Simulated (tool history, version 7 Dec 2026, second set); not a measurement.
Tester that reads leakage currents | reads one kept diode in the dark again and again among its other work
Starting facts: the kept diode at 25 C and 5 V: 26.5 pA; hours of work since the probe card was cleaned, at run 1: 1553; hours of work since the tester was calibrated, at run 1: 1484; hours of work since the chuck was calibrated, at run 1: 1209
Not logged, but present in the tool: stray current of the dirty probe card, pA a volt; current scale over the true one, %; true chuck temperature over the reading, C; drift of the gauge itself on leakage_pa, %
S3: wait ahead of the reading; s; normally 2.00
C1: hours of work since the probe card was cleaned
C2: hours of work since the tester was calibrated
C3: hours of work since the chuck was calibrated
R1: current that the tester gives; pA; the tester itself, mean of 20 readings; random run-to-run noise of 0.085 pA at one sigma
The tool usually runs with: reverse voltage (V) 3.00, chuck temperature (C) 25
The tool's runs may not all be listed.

Run 1, hour 0.0: usual settings; C1 1553; C2 1484; C3 1209. Result: R1 24.57 pA.
Run 2, hour 82.8: usual settings; C1 1589; C2 1520; C3 1246. Result: R1 24.74 pA.
Run 3, hour 200.8: usual settings but reverse voltage (V) 4.25; C1 1641; C2 1572; C3 1297. Result: R1 28.72 pA.
Run 4, hour 349.1: usual settings but reverse voltage (V) 4.25; C1 1706; C2 1637; C3 1362. Result: R1 29.03 pA.
Run 5, hour 432.1: usual settings but reverse voltage (V) 4.25; C1 1743; C2 1673; C3 1399. Result: R1 28.91 pA.
Run 6, hour 568.2: usual settings but reverse voltage (V) 4.25; C1 1802; C2 1733; C3 1458. Result: R1 29.16 pA.
Run 7, hour 708.2: usual settings but reverse voltage (V) 4.25; C1 1864; C2 1794; C3 1520. Result: R1 29.29 pA.
Run 8, hour 819.5: usual settings but reverse voltage (V) 4.25; C1 1912; C2 1843; C3 1569. Result: R1 29.13 pA.
Run 9, hour 940.0: usual settings but S3 0.33 s; C1 1965; C2 1896; C3 1621. Result: R1 27.01 pA.
Run 10, hour 1078.0: usual settings but S3 1.01 s; C1 2026; C2 1956; C3 1682. Result: R1 25.32 pA.
Run 11, hour 1172.7: usual settings but S3 1.01 s; C1 2067; C2 1998; C3 1723. Result: R1 25.31 pA.
Run 12, hour 1248.6: usual settings but S3 1.01 s; C1 2101; C2 2031; C3 1757. Result: R1 25.32 pA.
Run 13, hour 1393.9: usual settings; C1 2164; C2 2095; C3 1821. Result: R1 24.88 pA.
Run 14, hour 1521.9: usual settings; C1 2220; C2 2151; C3 1877. Result: R1 25.00 pA.
Run 15, hour 1682.0: usual settings; C1 2291; C2 2221; C3 1947. Result: R1 24.98 pA.
Run 16, hour 1773.2: usual settings; C1 2331; C2 2261; C3 1987. Result: R1 25.12 pA.
At hour 1820.5: chuck's temperature calibrated.
Run 17, hour 1905.8: usual settings; C1 2388; C2 2318; C3 37. Result: R1 23.46 pA.
Run 18, hour 2033.1: usual settings; C1 2444; C2 2374; C3 93. Result: R1 23.36 pA.
Run 19, hour 2156.6: usual settings; C1 2498; C2 2428; C3 147. Result: R1 23.59 pA.
Run 20, hour 2240.0: usual settings; C1 2534; C2 2465; C3 184. Result: R1 23.48 pA.
Run 21, hour 2334.2: usual settings but reverse voltage (V) 7.60, chuck temperature (C) 52, S3 0.72 s; C1 2576; C2 2506; C3 225. Result: R1 269.65 pA.
Run 22, hour 2482.3: usual settings but reverse voltage (V) 7.31, chuck temperature (C) 32, S3 1.34 s; C1 2641; C2 2571; C3 290. Result: R1 60.44 pA.
Run 23, hour 2646.5: usual settings but reverse voltage (V) 7.31, chuck temperature (C) 32, S3 2.02 s; C1 2713; C2 2643; C3 362. Result: R1 59.82 pA.
At hour 2677.4: chuck's temperature calibrated, once more.
Run 24, hour 2761.9: usual settings but reverse voltage (V) 6.55, S3 0.80 s; C1 2763; C2 2693; C3 37. Result: R1 43.51 pA.
Run 25, hour 2840.6: usual settings but reverse voltage (V) 18.74, chuck temperature (C) 36, S3 1.30 s; C1 2797; C2 2728; C3 72. Result: R1 149.64 pA.
Run 26, hour 2953.2: usual settings but reverse voltage (V) 2.71, S3 0.30 s; C1 2846; C2 2777; C3 121. Result: R1 29.12 pA.
Run 27, hour 3092.5: usual settings but reverse voltage (V) 4.74; C1 2907; C2 2838; C3 182. Result: R1 35.92 pA.
Run 28, hour 3208.3: usual settings but reverse voltage (V) 9.41, chuck temperature (C) 21; C1 2958; C2 2889; C3 233. Result: R1 42.59 pA.
Run 29, hour 3335.4: usual settings but reverse voltage (V) 9.41, chuck temperature (C) 21; C1 3014; C2 2945; C3 289. Result: R1 42.86 pA.
Run 30, hour 3489.3: usual settings but reverse voltage (V) 7.01, chuck temperature (C) 45, S3 3.43 s; C1 3082; C2 3012; C3 356. Result: R1 181.70 pA.
Run 31, hour 3629.4: usual settings but reverse voltage (V) 9.18, chuck temperature (C) 58, S3 1.83 s; C1 3143; C2 3073; C3 417. Result: R1 526.17 pA.
Run 32, hour 3739.2: usual settings but reverse voltage (V) 9.18, chuck temperature (C) 58, S3 0.68 s; C1 3191; C2 3122; C3 466. Result: R1 527.77 pA.
Run 33, hour 3876.3: usual settings but reverse voltage (V) 9.18, chuck temperature (C) 58, S3 0.68 s; C1 3251; C2 3182; C3 526. Result: R1 527.72 pA.
Run 34, hour 3960.0: usual settings but reverse voltage (V) 9.18, chuck temperature (C) 22, S3 0.44 s; C1 3288; C2 3218; C3 562. Result: R1 50.14 pA.
Run 35, hour 4064.1: usual settings but reverse voltage (V) 9.18, chuck temperature (C) 22, S3 0.44 s; C1 3334; C2 3264; C3 608. Result: R1 50.20 pA.
Run 36, hour 4231.5: usual settings but reverse voltage (V) 1.82, chuck temperature (C) 27; C1 3407; C2 3338; C3 682. Result: R1 26.09 pA.
Run 37, hour 4396.7: usual settings but reverse voltage (V) 1.82, chuck temperature (C) 27; C1 3479; C2 3410; C3 754. Result: R1 26.10 pA.
Run 38, hour 4531.5: usual settings but chuck temperature (C) 57, S3 1.77 s; C1 3539; C2 3469; C3 813. Result: R1 326.42 pA.
Run 39, hour 4673.0: usual settings but reverse voltage (V) 1.68, S3 5.56 s; C1 3601; C2 3531; C3 875. Result: R1 21.38 pA.
Run 40, hour 4759.6: usual settings but reverse voltage (V) 1.87, chuck temperature (C) 45, S3 0.75 s; C1 3639; C2 3569; C3 913. Result: R1 108.76 pA.

Some steps in R1, run to run, broken into two amounts with sign: the step expected even without the hidden condition (settings, incoming material, random variation), and the rest, left for the hidden condition together with whatever gauge scatter is not in both the measured and the hidden-condition-free result:
Run 20 -> 21: reverse voltage (V) 3.00 -> 7.60, chuck temperature (C) 25 -> 52, S3 2.00 -> 0.72. R1 +246.17 pA: hidden state -44.64, all else +290.81.
Run 21 -> 22: reverse voltage (V) 7.60 -> 7.31, chuck temperature (C) 52 -> 32, S3 0.72 -> 1.34. R1 -209.21 pA: hidden state +45.62, all else -254.83.
Run 25 -> 26: reverse voltage (V) 18.74 -> 2.71, chuck temperature (C) 36 -> 25, S3 1.30 -> 0.30. R1 -120.52 pA: hidden state -29.78, all else -90.74.
Run 30 -> 31: reverse voltage (V) 7.01 -> 9.18, chuck temperature (C) 45 -> 58, S3 3.43 -> 1.83. R1 +344.47 pA: hidden state -9.24, all else +353.71.
Run 33 -> 34: chuck temperature (C) 58 -> 22, S3 0.68 -> 0.44. R1 -477.58 pA: hidden state +22.86, all else -500.44.
Run 38 -> 39: reverse voltage (V) 3.00 -> 1.68, chuck temperature (C) 57 -> 25, S3 1.77 -> 5.56. R1 -305.04 pA: hidden state +16.42, all else -321.46.
